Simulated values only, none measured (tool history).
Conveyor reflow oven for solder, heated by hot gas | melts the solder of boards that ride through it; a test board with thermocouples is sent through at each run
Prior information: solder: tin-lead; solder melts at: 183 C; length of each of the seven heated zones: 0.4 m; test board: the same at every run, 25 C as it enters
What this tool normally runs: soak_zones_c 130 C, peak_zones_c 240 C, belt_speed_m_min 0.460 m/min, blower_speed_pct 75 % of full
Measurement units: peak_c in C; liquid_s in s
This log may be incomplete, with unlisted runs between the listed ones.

run,day,soak_zones_c,peak_zones_c,belt_speed_m_min,blower_speed_pct,peak_c,liquid_s
1,0.000,130,240,0.460,75,223.1,82.5
2,2.196,130,240,0.460,88,225.9,86.0
# day 3.938: flux residue cleaned out of gas plates and filters
# day 6.004: belt drive overhauled, speed set with a stopwatch
3,6.446,130,240,0.460,88,225.9,83.3
4,10.617,121,240,0.460,75,221.2,75.4
5,13.717,130,235,0.460,75,218.2,75.0
# day 16.067: flux residue cleaned out of gas plates and filters
6,17.062,130,240,0.460,75,223.5,81.2
7,20.604,130,240,0.460,75,223.1,80.9
8,24.000,130,241,0.460,75,223.9,81.4
9,25.846,130,241,0.460,75,223.7,80.8
# day 28.012: flux residue cleaned out of gas plates and filters
10,29.312,130,241,0.460,75,225.1,82.3
11,31.208,130,241,0.460,75,225.0,82.5
12,33.629,135,240,0.460,75,224.8,84.7
13,37.958,135,240,0.460,75,224.4,84.3
# day 39.958: flux residue cleaned out of gas plates and filters
14,40.342,135,240,0.460,75,225.8,86.0
15,43.725,130,240,0.379,75,230.5,107.3
16,47.967,119,240,0.381,75,228.9,101.4
# day 48.667: thermocouples of zones 6 and 7 changed
# day 52.067: flux residue cleaned out of gas plates and filters
17,52.362,119,240,0.381,75,227.7,100.3
18,55.579,130,233,0.529,51,203.7,47.0

For run 19, what comes out?
19,57.338,130,230,0.403,66,?,?

peak_c: 216.0 C
liquid_s: 86.7 s
With no hidden state in the tool, this same run would have given peak_c 215.4 C, liquid_s 84.1 s.
